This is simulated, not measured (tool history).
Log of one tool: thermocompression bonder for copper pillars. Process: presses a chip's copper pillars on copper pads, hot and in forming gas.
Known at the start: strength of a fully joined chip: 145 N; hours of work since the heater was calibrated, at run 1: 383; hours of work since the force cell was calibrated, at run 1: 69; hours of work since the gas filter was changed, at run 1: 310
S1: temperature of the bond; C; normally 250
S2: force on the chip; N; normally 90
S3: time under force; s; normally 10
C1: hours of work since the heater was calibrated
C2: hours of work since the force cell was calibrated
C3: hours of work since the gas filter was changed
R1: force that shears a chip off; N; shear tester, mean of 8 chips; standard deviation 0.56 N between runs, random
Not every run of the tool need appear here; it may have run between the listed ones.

run 1 hour=0 | S1=250 S2=90 S3=10 | C1=383 C2=69 C3=310 | R1=63.3
run 2 hour=11.6 | S1=250 S2=90 S3=10 | C1=391 C2=77 C3=318 | R1=62.2
run 3 hour=22.4 | S1=250 S2=90 S3=10 | C1=398 C2=84 C3=325 | R1=63.4
run 4 hour=34.8 | S1=250 S2=90 S3=10 | C1=407 C2=92 C3=334 | R1=61.9
run 5 hour=51.4 | S1=250 S2=90 S3=10 | C1=418 C2=103 C3=345 | R1=61.4
run 6 hour=70.4 | S1=250 S2=90 S3=10 | C1=430 C2=116 C3=357 | R1=61
run 7 hour=85.1 | S1=250 S2=90 S3=10 | C1=440 C2=126 C3=367 | R1=61.7
run 8 hour=97.9 | S1=250 S2=90 S3=10 | C1=449 C2=134 C3=376 | R1=60.8
-- hour=111.6 forming gas filter changed
run 9 hour=118.7 | S1=250 S2=90 S3=10 | C1=462 C2=148 C3=5 | R1=66.3
run 10 hour=133 | S1=250 S2=90 S3=15 | C1=472 C2=158 C3=14 | R1=75.3
run 11 hour=154.8 | S1=250 S2=112 S3=10 | C1=486 C2=172 C3=29 | R1=75.4
run 12 hour=173.4 | S1=250 S2=90 S3=10 | C1=499 C2=184 C3=41 | R1=65.1
run 13 hour=193.5 | S1=250 S2=90 S3=10 | C1=512 C2=198 C3=55 | R1=64.8
run 14 hour=212.4 | S1=250 S2=92 S3=10 | C1=525 C2=210 C3=67 | R1=66
run 15 hour=223.2 | S1=257 S2=71 S3=9 | C1=532 C2=218 C3=74 | R1=57.4
-- hour=244.5 heater calibrated with a thermocouple chip
run 16 hour=246.2 | S1=275 S2=90 S3=21 | C1=1 C2=232 C3=88 | R1=104.2
run 17 hour=262.2 | S1=275 S2=90 S3=21 | C1=12 C2=242 C3=99 | R1=104.1
run 18 hour=274.2 | S1=275 S2=90 S3=21 | C1=20 C2=250 C3=107 | R1=104.7
run 19 hour=294.2 | S1=250 S2=80 S3=30 | C1=33 C2=264 C3=121 | R1=90.2
run 20 hour=309 | S1=262 S2=80 S3=30 | C1=43 C2=274 C3=130 | R1=98.5
run 21 hour=320.3 | S1=250 S2=90 S3=26 | C1=51 C2=281 C3=138 | R1=91.3
run 22 hour=337.7 | S1=250 S2=90 S3=26 | C1=62 C2=293 C3=150 | R1=92.1
run 23 hour=350.3 | S1=277 S2=101 S3=10 | C1=71 C2=301 C3=158 | R1=90.3
run 24 hour=363.2 | S1=249 S2=117 S3=9 | C1=79 C2=310 C3=167 | R1=75.5
run 25 hour=374.2 | S1=280 S2=60 S3=12 | C1=86 C2=317 C3=174 | R1=72.2

Consider 3 possible next runs. They are alternatives, not a sequence: every one starts from the tool as it was left by run 25. What does each give?
run A hour=387.1 | S1=253 S2=111 S3=11 | C1=95 C2=326 C3=182 | R1=?
run B hour=387.1 | S1=260 S2=63 S3=12 | C1=95 C2=326 C3=182 | R1=?
run C hour=387.1 | S1=264 S2=60 S3=14 | C1=95 C2=326 C3=182 | R1=?

run=A R1=79.2
run=B R1=62.1
run=C R1=65
The same runs, with their run-to-run variation unchanged, on a tool lacking any hidden condition would have given:
run=A R1=82.7
run=B R1=64.8
run=C R1=67.9
